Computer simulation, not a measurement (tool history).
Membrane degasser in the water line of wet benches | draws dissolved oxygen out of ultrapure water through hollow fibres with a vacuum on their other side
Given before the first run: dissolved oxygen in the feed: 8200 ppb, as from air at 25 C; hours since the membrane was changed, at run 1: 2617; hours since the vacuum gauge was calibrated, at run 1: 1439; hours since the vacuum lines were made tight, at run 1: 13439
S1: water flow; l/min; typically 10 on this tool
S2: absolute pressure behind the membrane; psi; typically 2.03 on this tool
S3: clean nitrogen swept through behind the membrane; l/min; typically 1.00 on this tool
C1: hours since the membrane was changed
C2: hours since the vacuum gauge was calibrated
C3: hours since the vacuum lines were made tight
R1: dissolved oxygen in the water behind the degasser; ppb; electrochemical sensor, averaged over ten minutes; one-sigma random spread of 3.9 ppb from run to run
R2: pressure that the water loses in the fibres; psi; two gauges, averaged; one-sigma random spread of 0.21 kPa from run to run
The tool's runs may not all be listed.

| run | day | S1 | S2 | S3 | C1 | C2 | C3 | R1 | R2 |
|---|---|---|---|---|---|---|---|---|---|
| 1 | 0.000 | 10 | 2.03 | 1.00 | 2617 | 1439 | 13439 | 415.2 | 7.163 |
| 2 | 2.000 | 10 | 2.03 | 2.44 | 2665 | 1487 | 13487 | 277.8 | 7.205 |
| 3 | 3.792 | 10 | 2.03 | 2.44 | 2709 | 1530 | 13530 | 282.6 | 7.217 |
| 4 | 5.062 | 10 | 2.03 | 2.44 | 2739 | 1560 | 13561 | 276.9 | 7.176 |
| 5 | 7.496 | 10 | 2.03 | 2.44 | 2797 | 1619 | 13619 | 279.7 | 7.161 |
| 6 | 9.196 | 10 | 2.03 | 1.00 | 2838 | 1659 | 13660 | 420.3 | 7.248 |
| 7 | 11.696 | 10 | 2.03 | 1.00 | 2898 | 1719 | 13720 | 410.8 | 7.268 |
| 8 | 13.779 | 10 | 2.03 | 1.00 | 2948 | 1769 | 13770 | 415.1 | 7.272 |
| 9 | 15.929 | 10 | 2.03 | 1.00 | 3000 | 1821 | 13822 | 417.0 | 7.219 |
| 10 | 17.775 | 10 | 2.03 | 1.00 | 3044 | 1865 | 13866 | 414.5 | 7.201 |
| 11 | 19.896 | 13 | 2.03 | 1.00 | 3095 | 1916 | 13917 | 611.1 | 9.403 |
|  | 21.246 | seals of the vacuum lines changed |
| 12 | 22.104 | 13 | 2.03 | 1.00 | 3146 | 1967 | 21 | 614.1 | 9.425 |
| 13 | 24.604 | 10 | 2.03 | 0.49 | 3206 | 2027 | 81 | 622.9 | 7.255 |
| 14 | 26.708 | 10 | 2.03 | 1.00 | 3256 | 2078 | 131 | 414.3 | 7.290 |
| 15 | 28.179 | 10 | 2.52 | 1.00 | 3292 | 2113 | 166 | 488.4 | 7.313 |
| 16 | 29.758 | 10 | 2.03 | 1.64 | 3330 | 2151 | 204 | 326.0 | 7.297 |
| 17 | 31.879 | 12 | 3.16 | 0.58 | 3381 | 2202 | 255 | 998.3 | 8.683 |
| 18 | 34.121 | 14 | 3.45 | 1.38 | 3434 | 2256 | 309 | 805.3 | 10.222 |
| 19 | 36.738 | 7 | 1.83 | 0.91 | 3497 | 2318 | 372 | 231.4 | 5.114 |
| 20 | 38.092 | 11 | 4.67 | 1.57 | 3530 | 2351 | 404 | 656.9 | 8.063 |
| 21 | 39.921 | 11 | 4.67 | 1.57 | 3574 | 2395 | 448 | 658.5 | 8.055 |
| 22 | 41.029 | 9 | 1.65 | 1.00 | 3600 | 2421 | 475 | 303.5 | 6.601 |
| 23 | 42.404 | 15 | 4.97 | 2.35 | 3633 | 2454 | 508 | 846.4 | 10.974 |
| 24 | 44.692 | 10 | 4.37 | 0.87 | 3688 | 2509 | 563 | 813.2 | 7.306 |
| 25 | 47.208 | 7 | 2.64 | 0.57 | 3748 | 2570 | 623 | 467.6 | 5.121 |
| 26 | 49.171 | 7 | 1.46 | 1.00 | 3796 | 2617 | 670 | 178.0 | 5.162 |
|  | 51.254 | gauge calibrated |
| 27 | 51.342 | 7 | 2.39 | 1.00 | 3848 | 2669 | 722 | 283.5 | 5.011 |
| 28 | 52.712 | 11 | 3.68 | 1.00 | 3881 | 2702 | 755 | 735.3 | 7.847 |
| 29 | 55.008 | 8 | 3.68 | 2.19 | 3936 | 2757 | 810 | 291.9 | 5.780 |
| 30 | 57.229 | 8 | 3.68 | 2.19 | 3989 | 2810 | 864 | 289.5 | 5.784 |
| 31 | 59.750 | 8 | 3.68 | 2.19 | 4049 | 2871 | 924 | 286.4 | 5.799 |
| 32 | 61.717 | 7 | 1.81 | 1.29 | 4097 | 2918 | 971 | 185.3 | 5.039 |

Below are 3 alternative next runs, each starting from the tool's condition after run 32. Predict each:
| A | 64.283 | 8 | 2.03 | 1.00 | 4158 | 2979 | 1033 | ? | ? |
| B | 64.283 | 13 | 2.03 | 1.00 | 4158 | 2979 | 1033 | ? | ? |
| C | 64.283 | 6 | 1.89 | 1.22 | 4158 | 2979 | 1033 | ? | ? |

| run | R1 | R2 |
|---|---|---|
| A | 294.2 | 5.784 |
| B | 608.9 | 9.398 |
| C | 153.8 | 4.361 |
Take away the tool's hidden state, keep each run's random variation, and the runs would have read:
| run | R1 | R2 |
|---|---|---|
| A | 294.0 | 5.751 |
| B | 608.5 | 9.345 |
| C | 153.6 | 4.337 |
